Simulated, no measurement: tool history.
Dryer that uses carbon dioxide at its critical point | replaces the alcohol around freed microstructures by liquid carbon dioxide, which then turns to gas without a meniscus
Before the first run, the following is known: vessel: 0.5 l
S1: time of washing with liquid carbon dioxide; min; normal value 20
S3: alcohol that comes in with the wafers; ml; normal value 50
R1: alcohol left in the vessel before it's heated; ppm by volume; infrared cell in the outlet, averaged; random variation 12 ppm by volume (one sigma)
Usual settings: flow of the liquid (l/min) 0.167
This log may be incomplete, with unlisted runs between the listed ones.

Run 1, hour 0.0: usual settings. Result: R1 1371 ppm by volume.
Run 2, hour 29.9: usual settings. Result: R1 1431 ppm by volume.
Run 3, hour 65.4: usual settings. Result: R1 1574 ppm by volume.
Run 4, hour 111.4: usual settings. Result: R1 1637 ppm by volume.
At hour 131.5: inlet filter changed.
At hour 146.9: purifier's bed changed.
Run 5, hour 147.8: usual settings. Result: R1 713 ppm by volume.
Run 6, hour 173.3: usual settings. Result: R1 748 ppm by volume.
Run 7, hour 205.1: usual settings. Result: R1 815 ppm by volume.
Run 8, hour 252.0: usual settings. Result: R1 897 ppm by volume.
Run 9, hour 299.8: usual settings. Result: R1 967 ppm by volume.
Run 10, hour 322.3: usual settings but flow of the liquid (l/min) 0.246. Result: R1 136 ppm by volume.
Run 11, hour 346.6: usual settings. Result: R1 1037 ppm by volume.
Run 12, hour 390.9: usual settings. Result: R1 1155 ppm by volume.
Run 13, hour 413.3: usual settings. Result: R1 1192 ppm by volume.
Run 14, hour 450.2: usual settings. Result: R1 1265 ppm by volume.
Run 15, hour 498.0: usual settings. Result: R1 1398 ppm by volume.
Run 16, hour 532.8: usual settings. Result: R1 1471 ppm by volume.
At hour 545.3: inlet filter changed.
Run 17, hour 560.6: usual settings. Result: R1 779 ppm by volume.
Run 18, hour 613.9: usual settings but S3 29 ml. Result: R1 509 ppm by volume.
Run 19, hour 639.3: usual settings but S3 29 ml. Result: R1 538 ppm by volume.
Run 20, hour 664.6: usual settings but S1 23 min. Result: R1 474 ppm by volume.
Run 21, hour 691.6: usual settings but S1 22 min. Result: R1 623 ppm by volume.
Run 22, hour 738.5: usual settings but S1 22 min. Result: R1 678 ppm by volume.
Run 23, hour 763.7: usual settings but flow of the liquid (l/min) 0.174. Result: R1 926 ppm by volume.
Run 24, hour 791.1: usual settings but S1 31 min, flow of the liquid (l/min) 0.174. Result: R1 130 ppm by volume.
Run 25, hour 833.4: usual settings but S1 31 min, flow of the liquid (l/min) 0.122, S3 113 ml. Result: R1 1472 ppm by volume.
Run 26, hour 871.5: usual settings but S1 31 min, flow of the liquid (l/min) 0.122, S3 113 ml. Result: R1 1632 ppm by volume.
Run 27, hour 894.3: usual settings but S1 28 min, flow of the liquid (l/min) 0.122, S3 48 ml. Result: R1 1205 ppm by volume.
Run 28, hour 945.5: usual settings but S1 15 min, flow of the liquid (l/min) 0.122, S3 36 ml. Result: R1 6901 ppm by volume.
At hour 956.2: inlet filter changed.
Run 29, hour 982.9: usual settings but flow of the liquid (l/min) 0.200, S3 48 ml. Result: R1 363 ppm by volume.
Run 30, hour 1013.7: usual settings but flow of the liquid (l/min) 0.200, S3 48 ml. Result: R1 377 ppm by volume.
Run 31, hour 1057.8: usual settings but flow of the liquid (l/min) 0.200, S3 48 ml. Result: R1 407 ppm by volume.
Run 32, hour 1089.4: usual settings but S1 19 min, flow of the liquid (l/min) 0.109, S3 25 ml. Result: R1 2649 ppm by volume.
Run 33, hour 1140.6: usual settings but S1 19 min, flow of the liquid (l/min) 0.109, S3 25 ml. Result: R1 2779 ppm by volume.
Run 34, hour 1181.6: usual settings but S1 19 min, flow of the liquid (l/min) 0.109, S3 25 ml. Result: R1 2984 ppm by volume.
Run 35, hour 1229.2: usual settings but S1 28 min, S3 38 ml. Result: R1 243 ppm by volume.
Run 36, hour 1262.6: usual settings but S1 13 min, flow of the liquid (l/min) 0.142, S3 38 ml. Result: R1 6784 ppm by volume.
Run 37, hour 1292.8: usual settings but S1 13 min, flow of the liquid (l/min) 0.142, S3 38 ml. Result: R1 6823 ppm by volume.
Run 38, hour 1322.2: usual settings but S1 13 min, flow of the liquid (l/min) 0.142, S3 38 ml. Result: R1 7203 ppm by volume.
Run 39, hour 1348.9: usual settings but S1 13 min, flow of the liquid (l/min) 0.142, S3 38 ml. Result: R1 7345 ppm by volume.
At hour 1369.9: inlet filter changed.
Run 40, hour 1386.3: usual settings but S1 13 min, flow of the liquid (l/min) 0.142, S3 38 ml. Result: R1 5032 ppm by volume.
Run 41, hour 1429.1: usual settings but S1 15 min, flow of the liquid (l/min) 0.115, S3 60 ml. Result: R1 9555 ppm by volume.
Run 42, hour 1470.1: usual settings but S1 22 min, flow of the liquid (l/min) 0.217, S3 69 ml. Result: R1 282 ppm by volume.
Run 43, hour 1517.3: usual settings but flow of the liquid (l/min) 0.180, S3 69 ml. Result: R1 1029 ppm by volume.
Run 44, hour 1545.7: usual settings but flow of the liquid (l/min) 0.180, S3 69 ml. Result: R1 1070 ppm by volume.
Run 45, hour 1568.4: usual settings but S1 18 min, S3 93 ml. Result: R1 3122 ppm by volume.
Run 46, hour 1612.7: usual settings but S1 13 min, flow of the liquid (l/min) 0.223, S3 93 ml. Result: R1 3940 ppm by volume.

What would each run have given without the hidden state, its run-to-run variation left as it was?
What the log doesn't record here: flow that reaches the vessel past the clogged filter, %; alcohol in the recycled carbon dioxide, ppm; drift of the gauge itself on alcohol_ppm, %.
run    R1
  1   707
  2   701
  3   724
  4   698
  5   691
  6   693
  7   710
  8   716
  9   707
 10    73
 11   692
 12   707
 13   701
 14   705
 15   711
 16   692
 17   710
 18   408
 19   411
 20   330
 21   423
 22   418
 23   572
 24    37
 25   763
 26   787
 27   584
 28  4530
 29   274
 30   268
 31   264
 32  2187
 33  2163
 34  2224
 35    80
 36  4842
 37  4728
 38  4851
 39  4822
 40  4798
 41  8816
 42   132
 43   665
 44   655
 45  2121
 46  2565

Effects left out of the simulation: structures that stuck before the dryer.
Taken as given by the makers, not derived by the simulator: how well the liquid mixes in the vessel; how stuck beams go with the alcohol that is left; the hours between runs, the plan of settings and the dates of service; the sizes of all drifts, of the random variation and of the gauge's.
